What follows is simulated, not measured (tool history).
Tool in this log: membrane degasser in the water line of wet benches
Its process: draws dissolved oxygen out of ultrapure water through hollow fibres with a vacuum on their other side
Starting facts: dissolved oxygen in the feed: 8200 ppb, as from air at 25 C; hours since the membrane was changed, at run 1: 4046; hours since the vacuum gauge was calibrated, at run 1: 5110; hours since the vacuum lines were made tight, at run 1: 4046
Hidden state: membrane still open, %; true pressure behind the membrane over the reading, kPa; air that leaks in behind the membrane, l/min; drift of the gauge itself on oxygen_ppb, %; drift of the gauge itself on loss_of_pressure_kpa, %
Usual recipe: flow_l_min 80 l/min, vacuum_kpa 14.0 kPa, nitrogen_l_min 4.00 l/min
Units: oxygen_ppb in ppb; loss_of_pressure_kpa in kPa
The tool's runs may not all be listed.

run,hour,flow_l_min,vacuum_kpa,nitrogen_l_min,hours since the membrane was changed,hours since the vacuum gauge was calibrated,hours since the vacuum lines were made tight,oxygen_ppb,loss_of_pressure_kpa
1,0.0,80,14.0,4.00,4046,5110,4046,459.9,57.82
2,214.4,80,14.0,4.00,4260,5325,4260,460.6,57.87
3,395.1,80,14.0,4.00,4441,5506,4441,459.7,57.99
4,585.8,80,14.0,4.00,4632,5696,4632,460.8,58.10
5,764.9,80,14.0,4.00,4811,5875,4811,460.1,58.00
6,926.3,80,14.0,4.00,4972,6037,4972,461.1,58.38
7,1115.3,80,34.4,4.00,5161,6226,5161,1205.5,58.28
8,1221.6,80,14.0,1.76,5268,6332,5268,879.8,58.31
9,1395.8,80,14.0,1.76,5442,6506,5442,881.0,58.71
# hour 1506.5: seals of the vacuum lines changed
10,1557.4,80,14.0,1.76,5601,6666,51,879.2,58.48
11,1789.9,80,14.0,1.76,5834,6898,283,876.8,58.72
12,1985.3,80,14.0,1.76,6029,7094,479,880.8,58.53
13,2121.7,80,14.0,1.76,6166,7230,615,879.3,58.50
14,2288.9,80,14.0,1.76,6333,7397,782,877.6,58.77
15,2476.7,61,14.0,1.76,6521,7585,970,717.5,45.00
16,2583.0,61,26.3,1.76,6627,7691,1077,1413.0,45.02
# hour 2713.3: vacuum gauge calibrated
17,2733.8,92,14.0,5.82,6777,20,1227,376.6,67.56
18,2871.7,92,14.0,5.82,6915,158,1365,376.3,68.18
19,2979.8,108,10.9,3.77,7023,266,1473,453.2,79.33
20,3128.4,108,10.9,3.77,7172,415,1621,452.4,79.33
21,3352.0,108,10.9,3.77,7396,639,1845,452.5,80.17
22,3461.0,90,14.0,3.45,7505,748,1954,575.0,66.98
# hour 3481.4: gauge calibrated
23,3581.8,89,10.1,3.72,7625,868,2075,351.0,64.45
24,3692.2,77,14.0,3.01,7736,979,2185,565.0,55.63
25,3879.5,77,14.0,3.01,7923,1166,2372,564.0,55.84
26,4108.8,80,14.0,5.36,8152,1395,2602,357.8,58.15
27,4295.6,120,14.0,5.36,8339,1582,2789,508.6,87.43
28,4535.0,49,25.1,7.39,8579,1822,3028,337.7,35.81
29,4634.8,127,21.7,7.39,8678,1922,3128,672.0,92.62
30,4832.2,127,21.7,7.39,8876,2119,3325,675.4,92.92
31,5079.2,116,23.4,4.00,9123,2366,3572,1100.7,84.59

What if the next run were any one of these 5? Each begins from the tool's condition after run 31:
A,5193.6,74,13.9,1.87,9237,2480,3687,?,?
B,5193.6,80,17.7,1.74,9237,2480,3687,?,?
C,5193.6,97,14.0,11.40,9237,2480,3687,?,?
D,5193.6,79,21.8,2.90,9237,2480,3687,?,?
E,5193.6,116,23.4,3.93,9237,2480,3687,?,?

run,oxygen_ppb,loss_of_pressure_kpa
A,785.5,53.95
B,1148.6,58.37
C,218.7,70.84
D,975.9,57.91
E,1123.0,85.02
Stripped of hidden state, with their random variation kept, the same runs would have yielded:
run,oxygen_ppb,loss_of_pressure_kpa
A,785.5,53.22
B,1148.5,57.58
C,218.7,69.88
D,975.8,57.13
E,1122.9,83.87
